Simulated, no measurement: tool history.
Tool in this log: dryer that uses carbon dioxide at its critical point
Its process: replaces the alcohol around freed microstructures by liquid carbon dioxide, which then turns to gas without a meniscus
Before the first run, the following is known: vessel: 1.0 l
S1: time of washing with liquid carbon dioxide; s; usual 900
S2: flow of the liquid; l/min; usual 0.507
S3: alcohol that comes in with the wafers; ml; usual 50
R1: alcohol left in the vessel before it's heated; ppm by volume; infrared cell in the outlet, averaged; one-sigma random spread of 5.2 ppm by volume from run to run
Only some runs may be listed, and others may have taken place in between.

run,hour,S1,S2,S3,R1
1,0,900,0.507,50,216
2,36.3,900,0.507,50,223
3,79.7,900,0.507,50,227
4,101.4,900,0.507,50,239
5,141.5,900,0.507,50,255
6,162.2,900,0.507,50,261
# hour 169.3: inlet filter changed
7,186.2,900,0.507,50,132
8,218.2,900,0.507,50,140
9,256.4,900,0.507,50,154
10,293.7,900,0.507,50,154
# hour 300.3: purifier's bed changed
11,316.4,900,0.507,50,122
12,346.7,900,0.507,50,119
13,377.6,900,0.507,50,115
14,414.7,900,0.507,50,134
15,439.6,900,0.507,50,146
16,465.8,900,0.507,50,142
17,485.5,900,0.507,50,152
18,529,960,0.507,50,117
19,552.8,960,0.507,50,117
20,573.4,960,0.507,50,123
21,598.4,960,0.507,50,125
22,636.7,960,0.507,50,135
23,658.2,960,0.507,50,125
24,687.6,960,0.507,50,142
25,718,1080,0.507,88,125
26,738,1380,0.835,58,11
27,757.1,780,0.835,113,63
# hour 761.8: inlet filter changed
28,800.5,1200,0.348,119,400
29,834.2,900,0.507,63,134
30,855.7,900,0.507,63,158
31,898.9,900,0.38,56,591
32,932.3,900,0.38,56,624
33,954.7,900,0.401,62,552
34,977.8,900,0.401,62,555
35,1002.5,1440,0.341,62,121
36,1031.7,1440,0.341,111,204
37,1075.9,900,0.479,50,226
38,1103.3,1140,0.479,53,74
39,1143.8,1260,0.474,38,47
40,1169.9,1260,0.474,38,52
41,1197.7,960,0.535,38,95
42,1241,960,0.535,38,96
43,1268,1440,0.47,51,48
44,1311.8,1140,0.494,46,87
45,1341.7,1140,0.494,46,70
# hour 1351.1: inlet filter changed
46,1384.6,840,0.481,69,303
47,1418.8,840,0.481,69,316

Each row is a separate what-if for the run after 47, all from the same tool condition, not one after another. Results?
A,1437.6,840,0.523,69,?
B,1437.6,840,0.456,67,?
C,1437.6,720,0.415,87,?

run,R1
A,217
B,417
C,1532
Without the tool's hidden state the same runs would have given:
run,R1
A,163
B,345
C,1370
